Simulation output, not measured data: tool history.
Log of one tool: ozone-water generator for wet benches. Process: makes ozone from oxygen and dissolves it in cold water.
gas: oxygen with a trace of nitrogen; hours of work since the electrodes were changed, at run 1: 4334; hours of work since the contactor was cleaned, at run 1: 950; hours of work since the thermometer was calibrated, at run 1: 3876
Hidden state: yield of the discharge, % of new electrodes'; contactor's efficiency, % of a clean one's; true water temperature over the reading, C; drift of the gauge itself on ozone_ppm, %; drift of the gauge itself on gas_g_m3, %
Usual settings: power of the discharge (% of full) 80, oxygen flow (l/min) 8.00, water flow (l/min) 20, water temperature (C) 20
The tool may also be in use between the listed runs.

run	hour	power of the discharge (% of full)	oxygen flow (l/min)	water flow (l/min)	water temperature (C)	hours of work since the electrodes were changed	hours of work since the contactor was cleaned	hours of work since the thermometer was calibrated	dissolved ozone (ppm)	ozone in the gas ahead of the water (g/m3)
1	0.0	80	8.00	20	20	4334	950	3876	37.2	272.9
2	151.6	80	8.00	14	20	4468	1084	4010	46.3	272.6
3	307.0	80	8.00	14	20	4606	1222	4148	47.0	269.4
4	434.8	80	8.00	14	20	4720	1336	4262	46.3	273.2
5	511.7	80	8.00	14	20	4788	1404	4330	46.0	271.9
6	604.1	80	8.00	14	20	4870	1486	4412	46.6	271.0
7	681.0	80	8.00	14	20	4938	1554	4480	46.5	268.5
8	819.3	80	8.00	19	20	5061	1677	4603	37.2	269.8
9	965.3	80	8.00	20	20	5191	1807	4732	36.1	270.9
# hour 1058.1: water thermometer calibrated
10	1113.3	80	8.00	20	20	5322	1938	49	35.9	269.1
11	1253.5	80	8.00	20	20	5446	2062	173	36.2	265.8
12	1368.2	80	8.00	20	20	5548	2164	275	35.7	266.1
13	1501.9	80	8.00	20	20	5666	2283	394	35.7	264.7
14	1579.7	80	8.00	20	20	5735	2352	463	35.6	265.5
15	1685.4	76	8.00	20	20	5829	2446	557	33.8	254.1
16	1811.8	76	8.00	20	20	5942	2558	669	34.1	255.5
17	1889.9	76	8.00	20	20	6011	2627	738	33.3	256.2
18	1996.5	63	8.00	20	20	6105	2722	833	29.3	220.4
19	2108.3	99	8.00	20	20	6205	2821	932	40.6	309.0
20	2241.5	43	4.38	12	17	6323	2939	1050	35.7	231.3
21	2376.7	83	4.38	24	17	6443	3059	1171	32.4	379.5
22	2451.9	61	4.38	20	24	6510	3126	1237	28.0	300.3
# hour 2462.4: contactor cleaned
23	2578.4	80	6.81	27	27	6619	103	1346	24.2	284.1
24	2658.4	80	6.81	20	12	6690	174	1417	39.4	285.0
25	2745.1	80	6.81	20	12	6767	251	1494	39.5	288.9
26	2831.1	85	7.34	20	12	6843	327	1570	41.3	287.2
27	2902.3	85	7.34	20	12	6906	391	1634	41.0	284.5
# hour 2930.2: contactor cleaned, once more
28	2989.7	71	7.34	20	13	6980	53	1708	37.1	250.1
29	3064.6	59	6.59	21	22	7047	119	1774	27.0	230.8
30	3188.9	59	6.59	21	22	7157	230	1884	26.8	230.6
31	3268.0	80	8.00	20	15	7227	300	1955	38.0	255.5

5 ways to go on from here, each from the tool as it stands after run 31. What would each give?
A	3416.5	80	8.00	32	15	7359	432	2086	?	?
B	3416.5	71	8.00	20	20	7359	432	2086	?	?
C	3416.5	96	9.66	20	23	7359	432	2086	?	?
D	3416.5	61	8.03	20	16	7359	432	2086	?	?
E	3416.5	72	8.00	20	20	7359	432	2086	?	?

run	dissolved ozone (ppm)	ozone in the gas ahead of the water (g/m3)
A	25.4	259.5
B	32.7	235.2
C	37.0	261.9
D	31.1	212.4
E	32.8	239.1
Without the tool's hidden state the same runs would have given:
run	dissolved ozone (ppm)	ozone in the gas ahead of the water (g/m3)
A	29.6	300.3
B	37.5	268.9
C	43.8	309.1
D	35.2	238.9
E	37.8	273.6

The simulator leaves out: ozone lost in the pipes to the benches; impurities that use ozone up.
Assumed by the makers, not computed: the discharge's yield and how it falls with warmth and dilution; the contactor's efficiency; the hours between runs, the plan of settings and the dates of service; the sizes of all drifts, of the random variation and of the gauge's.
